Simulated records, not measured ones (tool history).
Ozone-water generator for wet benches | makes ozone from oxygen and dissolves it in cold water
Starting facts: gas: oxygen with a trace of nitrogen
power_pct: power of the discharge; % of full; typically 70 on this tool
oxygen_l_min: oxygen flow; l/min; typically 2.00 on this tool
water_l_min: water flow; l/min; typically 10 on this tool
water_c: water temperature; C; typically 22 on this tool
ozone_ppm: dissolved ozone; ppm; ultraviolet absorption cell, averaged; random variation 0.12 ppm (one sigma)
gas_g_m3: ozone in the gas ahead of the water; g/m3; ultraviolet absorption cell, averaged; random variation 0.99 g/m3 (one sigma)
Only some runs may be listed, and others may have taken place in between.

run 1 hour=0.0 | power_pct=70 oxygen_l_min=2.00 water_l_min=10 water_c=22 | ozone_ppm=11.5 gas_g_m3=170.0
run 2 hour=33.7 | power_pct=70 oxygen_l_min=2.00 water_l_min=10 water_c=23 | ozone_ppm=11.4 gas_g_m3=170.5
run 3 hour=77.3 | power_pct=70 oxygen_l_min=2.00 water_l_min=10 water_c=23 | ozone_ppm=11.3 gas_g_m3=169.9
run 4 hour=114.7 | power_pct=70 oxygen_l_min=2.00 water_l_min=10 water_c=23 | ozone_ppm=11.4 gas_g_m3=167.6
run 5 hour=156.4 | power_pct=70 oxygen_l_min=2.00 water_l_min=10 water_c=23 | ozone_ppm=11.2 gas_g_m3=167.9
run 6 hour=190.7 | power_pct=70 oxygen_l_min=2.00 water_l_min=10 water_c=23 | ozone_ppm=11.3 gas_g_m3=167.4
run 7 hour=219.0 | power_pct=70 oxygen_l_min=2.00 water_l_min=10 water_c=23 | ozone_ppm=11.2 gas_g_m3=169.1
run 8 hour=264.5 | power_pct=70 oxygen_l_min=2.00 water_l_min=10 water_c=23 | ozone_ppm=11.1 gas_g_m3=167.8
run 9 hour=305.2 | power_pct=70 oxygen_l_min=2.00 water_l_min=10 water_c=23 | ozone_ppm=11.3 gas_g_m3=168.1
run 10 hour=341.4 | power_pct=52 oxygen_l_min=2.00 water_l_min=10 water_c=22 | ozone_ppm=9.3 gas_g_m3=136.3
run 11 hour=400.9 | power_pct=52 oxygen_l_min=2.00 water_l_min=10 water_c=22 | ozone_ppm=9.3 gas_g_m3=136.4
run 12 hour=442.2 | power_pct=70 oxygen_l_min=2.00 water_l_min=10 water_c=22 | ozone_ppm=11.4 gas_g_m3=169.3
run 13 hour=469.8 | power_pct=52 oxygen_l_min=2.00 water_l_min=10 water_c=22 | ozone_ppm=9.2 gas_g_m3=137.0
run 14 hour=509.5 | power_pct=52 oxygen_l_min=2.00 water_l_min=10 water_c=22 | ozone_ppm=9.0 gas_g_m3=136.0
run 15 hour=543.9 | power_pct=70 oxygen_l_min=2.00 water_l_min=13 water_c=22 | ozone_ppm=8.8 gas_g_m3=167.0
run 16 hour=587.8 | power_pct=70 oxygen_l_min=2.00 water_l_min=10 water_c=22 | ozone_ppm=11.4 gas_g_m3=166.8
run 17 hour=651.1 | power_pct=70 oxygen_l_min=2.00 water_l_min=10 water_c=22 | ozone_ppm=11.3 gas_g_m3=166.0
run 18 hour=702.9 | power_pct=62 oxygen_l_min=2.33 water_l_min=15 water_c=22 | ozone_ppm=7.3 gas_g_m3=143.5
run 19 hour=749.5 | power_pct=70 oxygen_l_min=1.58 water_l_min=11 water_c=22 | ozone_ppm=10.0 gas_g_m3=185.6
run 20 hour=778.9 | power_pct=70 oxygen_l_min=1.58 water_l_min=11 water_c=22 | ozone_ppm=9.6 gas_g_m3=185.1
run 21 hour=812.3 | power_pct=70 oxygen_l_min=1.34 water_l_min=6 water_c=18 | ozone_ppm=17.9 gas_g_m3=201.0
run 22 hour=846.9 | power_pct=70 oxygen_l_min=2.00 water_l_min=10 water_c=15 | ozone_ppm=12.4 gas_g_m3=165.9
run 23 hour=887.4 | power_pct=70 oxygen_l_min=1.87 water_l_min=10 water_c=29 | ozone_ppm=9.9 gas_g_m3=171.5
run 24 hour=949.6 | power_pct=70 oxygen_l_min=1.39 water_l_min=7 water_c=22 | ozone_ppm=14.5 gas_g_m3=194.5
run 25 hour=988.2 | power_pct=51 oxygen_l_min=3.55 water_l_min=12 water_c=26 | ozone_ppm=7.4 gas_g_m3=104.1
run 26 hour=1045.1 | power_pct=51 oxygen_l_min=3.55 water_l_min=12 water_c=26 | ozone_ppm=7.6 gas_g_m3=104.2
run 27 hour=1110.0 | power_pct=51 oxygen_l_min=3.55 water_l_min=12 water_c=26 | ozone_ppm=7.6 gas_g_m3=103.6
run 28 hour=1175.2 | power_pct=51 oxygen_l_min=1.80 water_l_min=12 water_c=26 | ozone_ppm=6.7 gas_g_m3=140.2
run 29 hour=1210.0 | power_pct=51 oxygen_l_min=1.80 water_l_min=12 water_c=26 | ozone_ppm=7.0 gas_g_m3=138.9
run 30 hour=1261.9 | power_pct=87 oxygen_l_min=2.00 water_l_min=10 water_c=22 | ozone_ppm=12.6 gas_g_m3=192.3
run 31 hour=1304.0 | power_pct=81 oxygen_l_min=2.42 water_l_min=7 water_c=22 | ozone_ppm=16.5 gas_g_m3=169.1
run 32 hour=1345.9 | power_pct=81 oxygen_l_min=1.18 water_l_min=7 water_c=17 | ozone_ppm=16.0 gas_g_m3=228.1
run 33 hour=1393.8 | power_pct=71 oxygen_l_min=1.33 water_l_min=10 water_c=18 | ozone_ppm=10.8 gas_g_m3=200.3

Branching from run 33: 4 alternative next runs. What would each branch give?
run A hour=1422.4 | power_pct=70 oxygen_l_min=2.99 water_l_min=10 water_c=19 | ozone_ppm=? gas_g_m3=?
run B hour=1422.4 | power_pct=90 oxygen_l_min=1.33 water_l_min=15 water_c=30 | ozone_ppm=? gas_g_m3=?
run C hour=1422.4 | power_pct=70 oxygen_l_min=3.10 water_l_min=10 water_c=22 | ozone_ppm=? gas_g_m3=?
run D hour=1422.4 | power_pct=71 oxygen_l_min=1.46 water_l_min=10 water_c=26 | ozone_ppm=? gas_g_m3=?

run=A ozone_ppm=11.8 gas_g_m3=138.7
run=B ozone_ppm=7.3 gas_g_m3=235.4
run=C ozone_ppm=11.4 gas_g_m3=136.6
run=D ozone_ppm=10.0 gas_g_m3=192.4
Without the tool's hidden state the same runs would have given:
run=A ozone_ppm=13.4 gas_g_m3=144.6
run=B ozone_ppm=8.4 gas_g_m3=247.3
run=C ozone_ppm=12.9 gas_g_m3=142.4
run=D ozone_ppm=11.3 gas_g_m3=200.7

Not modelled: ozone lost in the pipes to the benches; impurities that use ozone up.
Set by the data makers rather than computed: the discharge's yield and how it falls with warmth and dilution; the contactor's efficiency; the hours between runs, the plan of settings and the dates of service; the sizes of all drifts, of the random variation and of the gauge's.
